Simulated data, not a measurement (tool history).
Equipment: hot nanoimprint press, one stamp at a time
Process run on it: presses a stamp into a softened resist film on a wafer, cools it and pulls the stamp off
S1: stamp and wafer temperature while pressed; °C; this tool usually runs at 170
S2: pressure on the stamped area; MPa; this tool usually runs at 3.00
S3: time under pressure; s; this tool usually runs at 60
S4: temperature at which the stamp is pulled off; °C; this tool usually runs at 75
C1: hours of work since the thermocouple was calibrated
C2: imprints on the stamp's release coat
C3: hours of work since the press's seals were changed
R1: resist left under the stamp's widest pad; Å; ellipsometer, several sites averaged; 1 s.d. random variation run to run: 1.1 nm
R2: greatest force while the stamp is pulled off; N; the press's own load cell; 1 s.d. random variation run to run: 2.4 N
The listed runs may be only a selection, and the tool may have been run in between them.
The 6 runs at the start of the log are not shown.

Run 7, day 1.896: usual settings; C1 118; C2 160; C3 35. Result: R1 1655 Å, R2 106 N.
Run 8, day 2.117: usual settings; C1 121; C2 170; C3 38. Result: R1 1663 Å, R2 112 N.
Run 9, day 2.492: usual settings but S3 96 s; C1 127; C2 186; C3 43. Result: R1 1404 Å, R2 109 N.
Run 10, day 2.825: usual settings; C1 131; C2 201; C3 48. Result: R1 1662 Å, R2 115 N.
Run 11, day 3.008: usual settings; C1 134; C2 209; C3 50. Result: R1 1645 Å, R2 108 N.
Run 12, day 3.388: usual settings; C1 139; C2 226; C3 56. Result: R1 1645 Å, R2 112 N.
Run 13, day 3.692: usual settings; C1 143; C2 240; C3 60. Result: R1 1666 Å, R2 111 N.
Run 14, day 4.092: usual settings; C1 149; C2 257; C3 65. Result: R1 1671 Å, R2 109 N.
Run 15, day 4.512: usual settings; C1 155; C2 276; C3 71. Result: R1 1658 Å, R2 107 N.
Run 16, day 4.850: usual settings but S1 177 °C, S2 2.69 MPa, S4 74 °C; C1 160; C2 291; C3 76. Result: R1 1433 Å, R2 109 N.
Run 17, day 5.154: usual settings but S1 177 °C, S2 2.69 MPa, S4 74 °C; C1 164; C2 304; C3 80. Result: R1 1430 Å, R2 115 N.
Run 18, day 5.358: usual settings but S1 169 °C, S2 4.03 MPa, S3 47 s, S4 68 °C; C1 167; C2 313; C3 83. Result: R1 1666 Å, R2 127 N.
Run 19, day 5.729: usual settings but S1 169 °C, S2 4.03 MPa, S3 33 s, S4 76 °C; C1 172; C2 330; C3 88. Result: R1 1865 Å, R2 109 N.

Predict the results of run 20:
Run 20, day 5.942: usual settings but S1 169 °C, S2 4.03 MPa, S3 33 s, S4 76 °C; C1 175; C2 339; C3 91. Result: R1 ?, R2 ?.

Run 20 yielded R1 1849 Å, R2 109 N.
The same run, on a tool lacking any hidden state, would have yielded R1 1848 Å, R2 108 N.
